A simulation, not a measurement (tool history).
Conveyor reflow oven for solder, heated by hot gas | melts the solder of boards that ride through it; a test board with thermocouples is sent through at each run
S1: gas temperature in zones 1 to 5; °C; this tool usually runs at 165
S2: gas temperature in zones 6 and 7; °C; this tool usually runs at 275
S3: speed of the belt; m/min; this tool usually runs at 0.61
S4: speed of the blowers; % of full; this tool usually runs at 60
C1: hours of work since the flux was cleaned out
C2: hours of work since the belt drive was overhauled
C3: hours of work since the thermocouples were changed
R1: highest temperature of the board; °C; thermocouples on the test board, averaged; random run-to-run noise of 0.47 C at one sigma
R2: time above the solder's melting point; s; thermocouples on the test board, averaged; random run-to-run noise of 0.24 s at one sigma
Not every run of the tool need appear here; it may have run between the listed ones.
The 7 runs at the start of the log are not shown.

| run | hour | S1 | S2 | S3 | S4 | C1 | C2 | C3 | R1 | R2 |
|---|---|---|---|---|---|---|---|---|---|---|
| 8 | 275.8 | 165 | 275 | 0.521 | 60 | 145 | 347 | 505 | 261.4 | 54.8 |
| 9 | 312.8 | 165 | 275 | 0.61 | 80 | 166 | 369 | 526 | 259.1 | 45.9 |
| 10 | 351.8 | 165 | 275 | 0.61 | 80 | 189 | 392 | 549 | 259.7 | 45.7 |
| 11 | 415.1 | 165 | 275 | 0.61 | 80 | 226 | 428 | 586 | 259.3 | 45.5 |
|  | 464.3 | thermocouples of zones 6 and 7 changed |
| 12 | 464.3 | 165 | 275 | 0.61 | 80 | 253 | 456 | 0 | 259.9 | 45.6 |
| 13 | 518.4 | 156 | 275 | 0.61 | 60 | 284 | 487 | 31 | 254 | 41 |
|  | 555.4 | flux residue cleaned out of gas plates and filters |
| 14 | 561.6 | 165 | 275 | 0.61 | 60 | 4 | 509 | 54 | 256.3 | 43.6 |
| 15 | 609 | 165 | 275 | 0.61 | 60 | 31 | 537 | 81 | 256 | 43.4 |
| 16 | 636.2 | 166 | 275 | 0.719 | 90 | 47 | 553 | 97 | 255.1 | 37 |
| 17 | 694 | 166 | 275 | 0.719 | 90 | 80 | 586 | 130 | 255.4 | 36.4 |
| 18 | 747.2 | 166 | 275 | 0.719 | 59 | 111 | 617 | 161 | 249.1 | 33.5 |
| 19 | 784.5 | 166 | 275 | 0.719 | 59 | 133 | 639 | 183 | 249.4 | 33.1 |
| 20 | 811.1 | 166 | 275 | 0.719 | 59 | 148 | 654 | 198 | 249.9 | 33.1 |
| 21 | 859.6 | 166 | 275 | 0.719 | 59 | 177 | 682 | 227 | 249.5 | 33 |
| 22 | 899 | 166 | 275 | 0.719 | 59 | 199 | 705 | 249 | 249.6 | 33.2 |
| 23 | 926.2 | 166 | 275 | 0.719 | 59 | 215 | 721 | 265 | 249.1 | 33.4 |
| 24 | 967.7 | 158 | 270 | 0.628 | 58 | 239 | 745 | 289 | 248.8 | 36.1 |
| 25 | 994.9 | 158 | 270 | 0.628 | 58 | 255 | 761 | 305 | 248.2 | 36.7 |
| 26 | 1041.2 | 158 | 270 | 0.628 | 58 | 282 | 788 | 332 | 248.8 | 36.6 |
|  | 1076.9 | flux residue cleaned out of gas plates and filters |
| 27 | 1083.8 | 165 | 285 | 0.7 | 60 | 4 | 809 | 354 | 259.1 | 38.8 |
| 28 | 1124.5 | 165 | 285 | 0.7 | 60 | 28 | 833 | 377 | 260 | 38.4 |
| 29 | 1188.4 | 157 | 275 | 0.61 | 60 | 65 | 870 | 415 | 254 | 40.9 |
| 30 | 1218.8 | 175 | 275 | 0.61 | 55 | 82 | 888 | 432 | 256.5 | 46.4 |

4 options for the next run, each taken on its own from the tool as it stands now. Forecast them:
| A | 1269.9 | 169 | 283 | 0.61 | 54 | 112 | 918 | 462 | ? | ? |
| B | 1269.9 | 175 | 268 | 0.542 | 55 | 112 | 918 | 462 | ? | ? |
| C | 1269.9 | 152 | 275 | 0.61 | 55 | 112 | 918 | 462 | ? | ? |
| D | 1269.9 | 175 | 290 | 0.516 | 64 | 112 | 918 | 462 | ? | ? |

| run | R1 | R2 |
|---|---|---|
| A | 262.4 | 47.4 |
| B | 254.5 | 52 |
| C | 251.9 | 38.1 |
| D | 277.5 | 65 |
With the hidden condition removed and each run's random variation left untouched, the same runs would have given:
| run | R1 | R2 |
|---|---|---|
| A | 262.5 | 47.4 |
| B | 254.6 | 52 |
| C | 252 | 38.1 |
| D | 277.6 | 65 |
